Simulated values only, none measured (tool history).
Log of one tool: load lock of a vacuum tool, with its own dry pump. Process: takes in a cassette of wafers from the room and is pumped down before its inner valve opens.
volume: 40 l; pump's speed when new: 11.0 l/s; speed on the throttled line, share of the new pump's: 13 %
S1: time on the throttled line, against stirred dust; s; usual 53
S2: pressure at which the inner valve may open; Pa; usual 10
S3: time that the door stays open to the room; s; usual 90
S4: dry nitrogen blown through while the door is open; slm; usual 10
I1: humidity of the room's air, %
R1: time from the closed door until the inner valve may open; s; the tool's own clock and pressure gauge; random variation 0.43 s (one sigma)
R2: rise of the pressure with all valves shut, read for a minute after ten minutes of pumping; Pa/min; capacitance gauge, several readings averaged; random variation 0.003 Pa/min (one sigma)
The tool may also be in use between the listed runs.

run 1 hour=0 | S1=53 S2=10 S3=90 S4=10 | I1=43.5 | R1=84.7 R2=0.304
run 2 hour=335.5 | S1=90 S2=10 S3=90 S4=10 | I1=40.8 | R1=115.9 R2=0.317
run 3 hour=530.7 | S1=53 S2=10 S3=134 S4=10 | I1=48.7 | R1=86.3 R2=0.334
run 4 hour=773.1 | S1=53 S2=10 S3=90 S4=14 | I1=43.2 | R1=86 R2=0.325
run 5 hour=1093.5 | S1=53 S2=10 S3=90 S4=10 | I1=47 | R1=87.9 R2=0.348
run 6 hour=1312.8 | S1=53 S2=10 S3=90 S4=10 | I1=45 | R1=87.5 R2=0.356
run 7 hour=1613 | S1=53 S2=10 S3=90 S4=10 | I1=47.2 | R1=88 R2=0.363
run 8 hour=1964.9 | S1=53 S2=10 S3=90 S4=10 | I1=43.5 | R1=88.6 R2=0.375
run 9 hour=2172.7 | S1=53 S2=10 S3=90 S4=10 | I1=41.5 | R1=88.3 R2=0.376
run 10 hour=2409.1 | S1=53 S2=10 S3=90 S4=10 | I1=41.2 | R1=88.8 R2=0.39
run 11 hour=2742.7 | S1=53 S2=10 S3=90 S4=10 | I1=41.9 | R1=87.6 R2=0.405
run 12 hour=2966 | S1=48 S2=14 S3=111 S4=27 | I1=44.4 | R1=83.1 R2=0.402
-- hour=3123.7 dry pump taken out, an overhauled one fitted
run 13 hour=3279.4 | S1=53 S2=10 S3=143 S4=10 | I1=49.2 | R1=80.2 R2=0.437
run 14 hour=3545.5 | S1=53 S2=10 S3=143 S4=10 | I1=46.3 | R1=80.8 R2=0.438
run 15 hour=3750.3 | S1=67 S2=20 S3=109 S4=5 | I1=47.8 | R1=90 R2=0.453

Forecast run 16:
-- hour=3923.3 door's seal changed, seat wiped
run 16 hour=4111.6 | S1=52 S2=12 S3=36 S4=36 | I1=43.3 | R1=? R2=?

R1: 79.9 s
R2: 0.021 Pa/min
Without the tool's hidden state the same run would have given R1 78.9 s, R2 0.02 Pa/min.
